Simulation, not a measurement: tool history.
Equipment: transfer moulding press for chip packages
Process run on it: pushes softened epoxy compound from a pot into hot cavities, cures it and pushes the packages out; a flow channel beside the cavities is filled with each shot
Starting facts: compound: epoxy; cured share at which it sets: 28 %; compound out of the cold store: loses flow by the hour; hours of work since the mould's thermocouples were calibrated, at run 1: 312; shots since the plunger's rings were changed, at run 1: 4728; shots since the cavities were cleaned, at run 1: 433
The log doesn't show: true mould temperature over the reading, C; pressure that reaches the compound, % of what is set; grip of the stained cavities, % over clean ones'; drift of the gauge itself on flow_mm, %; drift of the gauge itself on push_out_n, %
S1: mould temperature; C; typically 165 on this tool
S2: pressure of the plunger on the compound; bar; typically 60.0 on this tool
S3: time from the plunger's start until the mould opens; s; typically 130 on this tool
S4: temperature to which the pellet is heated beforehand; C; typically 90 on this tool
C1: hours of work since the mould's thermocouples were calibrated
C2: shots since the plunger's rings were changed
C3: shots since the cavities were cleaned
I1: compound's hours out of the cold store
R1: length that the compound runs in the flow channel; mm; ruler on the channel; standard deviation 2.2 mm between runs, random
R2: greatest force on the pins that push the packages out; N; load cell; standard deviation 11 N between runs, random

run 1 hour=0.0 | S1=165 S2=60.0 S3=130 S4=90 | C1=312 C2=4728 C3=433 | I1=17.6 | R1=905 R2=780
run 2 hour=23.9 | S1=165 S2=60.0 S3=130 S4=90 | C1=331 C2=5016 C3=721 | I1=29.2 | R1=827 R2=824
-- hour=30.9 cavities cleaned with cleaning compound and waxed
run 3 hour=40.1 | S1=165 S2=60.0 S3=130 S4=90 | C1=343 C2=5195 C3=112 | I1=19.1 | R1=893 R2=595
run 4 hour=66.6 | S1=165 S2=60.0 S3=130 S4=90 | C1=365 C2=5516 C3=433 | I1=41.0 | R1=760 R2=726
run 5 hour=87.0 | S1=165 S2=60.0 S3=130 S4=90 | C1=381 C2=5762 C3=679 | I1=17.7 | R1=896 R2=811
-- hour=96.4 cavities cleaned with cleaning compound and waxed
run 6 hour=114.9 | S1=165 S2=60.0 S3=130 S4=88 | C1=402 C2=6082 C3=224 | I1=39.3 | R1=766 R2=711
run 7 hour=140.9 | S1=165 S2=60.0 S3=130 S4=90 | C1=423 C2=6396 C3=538 | I1=33.2 | R1=797 R2=748
-- hour=152.7 plunger's sealing rings changed
run 8 hour=156.9 | S1=165 S2=60.0 S3=130 S4=90 | C1=434 C2=51 C3=702 | I1=14.2 | R1=967 R2=832
-- hour=165.0 mould's thermocouples calibrated
-- hour=166.5 cavities cleaned with cleaning compound and waxed
run 9 hour=176.5 | S1=165 S2=60.0 S3=130 S4=90 | C1=8 C2=245 C3=120 | I1=14.8 | R1=953 R2=609
run 10 hour=191.6 | S1=165 S2=60.0 S3=130 S4=90 | C1=20 C2=429 C3=304 | I1=43.3 | R1=778 R2=651
run 11 hour=204.5 | S1=165 S2=60.0 S3=130 S4=90 | C1=30 C2=585 C3=460 | I1=20.6 | R1=912 R2=731
-- hour=232.6 cavities cleaned with cleaning compound and waxed
run 12 hour=232.6 | S1=165 S2=60.0 S3=130 S4=90 | C1=52 C2=907 C3=0 | I1=29.2 | R1=858 R2=512
run 13 hour=250.5 | S1=165 S2=60.0 S3=130 S4=90 | C1=66 C2=1123 C3=216 | I1=36.1 | R1=809 R2=632
run 14 hour=265.4 | S1=165 S2=53.6 S3=130 S4=90 | C1=78 C2=1304 C3=397 | I1=17.0 | R1=880 R2=738
run 15 hour=278.4 | S1=170 S2=68.7 S3=130 S4=90 | C1=88 C2=1461 C3=554 | I1=14.7 | R1=980 R2=669
-- hour=299.0 cavities cleaned with cleaning compound and waxed
run 16 hour=304.2 | S1=160 S2=56.9 S3=130 S4=90 | C1=108 C2=1755 C3=63 | I1=37.9 | R1=801 R2=728
run 17 hour=315.6 | S1=160 S2=56.9 S3=130 S4=90 | C1=117 C2=1893 C3=201 | I1=32.8 | R1=831 R2=860
run 18 hour=340.8 | S1=170 S2=56.9 S3=138 S4=88 | C1=137 C2=2197 C3=505 | I1=44.7 | R1=719 R2=672
run 19 hour=361.7 | S1=172 S2=49.8 S3=136 S4=82 | C1=154 C2=2451 C3=759 | I1=38.8 | R1=694 R2=716
-- hour=365.5 cavities cleaned with cleaning compound and waxed
run 20 hour=388.6 | S1=165 S2=60.0 S3=111 S4=96 | C1=174 C2=2758 C3=279 | I1=24.7 | R1=871 R2=810
run 21 hour=412.1 | S1=165 S2=60.0 S3=111 S4=96 | C1=193 C2=3042 C3=563 | I1=9.6 | R1=966 R2=1032
run 22 hour=426.3 | S1=165 S2=60.0 S3=111 S4=96 | C1=204 C2=3214 C3=735 | I1=47.3 | R1=738 R2=953
-- hour=432.2 cavities cleaned with cleaning compound and waxed
run 23 hour=441.0 | S1=165 S2=60.0 S3=111 S4=96 | C1=215 C2=3374 C3=106 | I1=17.1 | R1=914 R2=765
run 24 hour=455.3 | S1=165 S2=60.0 S3=111 S4=96 | C1=226 C2=3547 C3=279 | I1=22.2 | R1=880 R2=836
run 25 hour=467.1 | S1=168 S2=59.4 S3=143 S4=95 | C1=236 C2=3689 C3=421 | I1=16.1 | R1=897 R2=655
run 26 hour=489.3 | S1=165 S2=59.4 S3=129 S4=95 | C1=253 C2=3959 C3=691 | I1=34.7 | R1=798 R2=794
-- hour=498.0 cavities cleaned with cleaning compound and waxed
run 27 hour=503.0 | S1=169 S2=72.6 S3=126 S4=86 | C1=263 C2=4107 C3=62 | I1=27.1 | R1=912 R2=517
run 28 hour=522.6 | S1=167 S2=45.4 S3=120 S4=86 | C1=279 C2=4343 C3=298 | I1=47.1 | R1=633 R2=693

Measured minus without-hidden-state, run by run (identical run-to-run variation in each term; gauge scatter may differ):
run=1 R1=-39 R2=+245
run=2 R1=-37 R2=+302
run=3 R1=-41 R2=+83
run=4 R1=-38 R2=+223
run=5 R1=-46 R2=+294
run=6 R1=-41 R2=+168
run=7 R1=-45 R2=+253
run=8 R1=-1 R2=+310
run=9 R1=-7 R2=+80
run=10 R1=-7 R2=+159
run=11 R1=-9 R2=+218
run=12 R1=-11 R2=+4
run=13 R1=-12 R2=+128
run=14 R1=-14 R2=+210
run=15 R1=-17 R2=+216
run=16 R1=-15 R2=+61
run=17 R1=-17 R2=+162
run=18 R1=-17 R2=+210
run=19 R1=-17 R2=+255
run=20 R1=-25 R2=+205
run=21 R1=-29 R2=+353
run=22 R1=-24 R2=+350
run=23 R1=-31 R2=+101
run=24 R1=-31 R2=+209
run=25 R1=-33 R2=+193
run=26 R1=-31 R2=+283
run=27 R1=-36 R2=+50
run=28 R1=-26 R2=+178

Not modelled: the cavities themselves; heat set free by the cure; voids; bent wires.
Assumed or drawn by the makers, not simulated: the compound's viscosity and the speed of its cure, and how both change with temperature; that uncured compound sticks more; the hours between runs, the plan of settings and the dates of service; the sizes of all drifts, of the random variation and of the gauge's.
